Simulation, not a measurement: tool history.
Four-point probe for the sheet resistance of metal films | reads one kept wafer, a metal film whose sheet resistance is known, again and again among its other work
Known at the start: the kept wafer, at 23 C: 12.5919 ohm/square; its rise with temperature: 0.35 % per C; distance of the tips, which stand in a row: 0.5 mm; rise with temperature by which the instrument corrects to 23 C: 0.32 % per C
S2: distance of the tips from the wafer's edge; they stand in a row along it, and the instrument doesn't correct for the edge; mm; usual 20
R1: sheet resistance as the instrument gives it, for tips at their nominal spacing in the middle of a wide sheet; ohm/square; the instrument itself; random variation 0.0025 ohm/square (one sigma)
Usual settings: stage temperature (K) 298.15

Run 1, hour 0.0: usual settings. Result: R1 12.533647 ohm/square.
Run 2, hour 45.0: usual settings. Result: R1 12.530422 ohm/square.
Run 3, hour 78.9: usual settings. Result: R1 12.522894 ohm/square.
Run 4, hour 111.4: usual settings. Result: R1 12.523144 ohm/square.
Run 5, hour 151.6: usual settings. Result: R1 12.510522 ohm/square.
Run 6, hour 204.1: usual settings. Result: R1 12.509790 ohm/square.
Run 7, hour 259.8: usual settings but S2 11 mm. Result: R1 12.511349 ohm/square.
Run 8, hour 286.5: usual settings but S2 11 mm. Result: R1 12.500842 ohm/square.
Run 9, hour 345.0: usual settings but S2 11 mm. Result: R1 12.498504 ohm/square.
Run 10, hour 373.5: usual settings. Result: R1 12.479235 ohm/square.
Run 11, hour 417.9: usual settings. Result: R1 12.477443 ohm/square.
Run 12, hour 456.9: usual settings but S2 9 mm. Result: R1 12.491449 ohm/square.
Run 13, hour 487.3: usual settings but S2 9 mm. Result: R1 12.481776 ohm/square.
Run 14, hour 549.3: usual settings but S2 9 mm. Result: R1 12.479734 ohm/square.
Run 15, hour 579.7: usual settings. Result: R1 12.450525 ohm/square.
At hour 634.0: new probe head fitted.
Run 16, hour 634.5: usual settings. Result: R1 12.623026 ohm/square.
Run 17, hour 671.4: usual settings. Result: R1 12.613390 ohm/square.
At hour 676.2: stage's thermometer calibrated.
Run 18, hour 710.0: usual settings but stage temperature (K) 299.15, S2 56 mm. Result: R1 12.604661 ohm/square.
Run 19, hour 766.6: usual settings but stage temperature (K) 299.15, S2 56 mm. Result: R1 12.596184 ohm/square.
Run 20, hour 803.0: usual settings but stage temperature (K) 299.15, S2 56 mm. Result: R1 12.591437 ohm/square.
Run 21, hour 858.7: usual settings but stage temperature (K) 296.15, S2 30 mm. Result: R1 12.575899 ohm/square.
Run 22, hour 912.7: usual settings but stage temperature (K) 306.15, S2 60 mm. Result: R1 12.597183 ohm/square.
Run 23, hour 973.7: usual settings but stage temperature (K) 292.15, S2 57 mm. Result: R1 12.548884 ohm/square.
Run 24, hour 1012.3: usual settings but stage temperature (K) 294.15, S2 10 mm. Result: R1 12.563309 ohm/square.
Run 25, hour 1044.5: usual settings but stage temperature (K) 297.15, S2 52 mm. Result: R1 12.558916 ohm/square.
At hour 1061.6: stage's thermometer calibrated, once more.
Run 26, hour 1096.0: usual settings but stage temperature (K) 291.15, S2 72 mm. Result: R1 12.540832 ohm/square.
Run 27, hour 1128.0: usual settings but stage temperature (K) 291.15, S2 25 mm. Result: R1 12.537373 ohm/square.
Run 28, hour 1178.7: usual settings but stage temperature (K) 306.15, S2 4 mm. Result: R1 12.678097 ohm/square.
Run 29, hour 1232.7: usual settings but stage temperature (K) 306.15, S2 4 mm. Result: R1 12.670358 ohm/square.
Run 30, hour 1260.9: usual settings but stage temperature (K) 299.15, S2 5 mm. Result: R1 12.609709 ohm/square.
Run 31, hour 1309.4: usual settings but stage temperature (K) 299.15, S2 5 mm. Result: R1 12.603035 ohm/square.

4 ways to go on from here, each from the tool as it stands after run 31. What would each give?
Run A, hour 1366.0: usual settings but stage temperature (K) 300.15, S2 5 mm. Result: R1 ?.
Run B, hour 1366.0: usual settings but stage temperature (K) 300.15, S2 5 mm. Result: R1 ?.
Run C, hour 1366.0: usual settings but stage temperature (K) 306.15, S2 8 mm. Result: R1 ?.
Run D, hour 1366.0: usual settings but stage temperature (K) 302.15, S2 22 mm. Result: R1 ?.

run         R1
  A  12.592324
  B  12.599634
  C  12.574180
  D  12.540125
Without the tool's hidden state the same runs would have given:
run         R1
  A  12.666959
  B  12.674312
  C  12.648687
  D  12.614466
